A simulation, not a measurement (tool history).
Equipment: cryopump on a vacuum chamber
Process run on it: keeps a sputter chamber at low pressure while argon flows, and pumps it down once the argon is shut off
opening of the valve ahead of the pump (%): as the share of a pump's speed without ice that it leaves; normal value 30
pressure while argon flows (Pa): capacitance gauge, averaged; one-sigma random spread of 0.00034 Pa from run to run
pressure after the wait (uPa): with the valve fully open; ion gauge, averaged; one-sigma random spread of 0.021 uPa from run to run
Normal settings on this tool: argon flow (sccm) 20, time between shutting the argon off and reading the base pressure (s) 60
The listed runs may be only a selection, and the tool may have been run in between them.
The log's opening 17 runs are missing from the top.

run    hour  argon flow (sccm)  time between shutting the argon off and reading the base pressure (s)  opening of the valve ahead of the pump (%)  pressure while argon flows (Pa)  pressure after the wait (uPa)
 18   727.3                 20                                                                     60                                          30                           0.0540                           0.67
 19   749.4                 13                                                                    255                                          59                           0.0181                           0.53
 20   795.3                 19                                                                     45                                          45                           0.0351                           0.82
 21   829.7                 29                                                                     31                                          57                           0.0421                           0.93
 22   875.9                 29                                                                     31                                          57                           0.0426                           1.02
 23   915.4                 39                                                                    171                                          48                           0.0681                           0.53
 24   967.8                 39                                                                    171                                          48                           0.0679                           0.54
 25  1001.1                 39                                                                     56                                          48                           0.0682                           0.75

For run 26, what comes out?
 26  1047.1                 39                                                                     56                                          48                                ?                              ?

{"run 26": {"pressure while argon flows (Pa)": 0.0687, "pressure after the wait (uPa)": 0.73}}
If the tool had no hidden condition, the same run with the same run-to-run variation would have returned pressure while argon flows (Pa) 0.0652, pressure after the wait (uPa) 0.44.
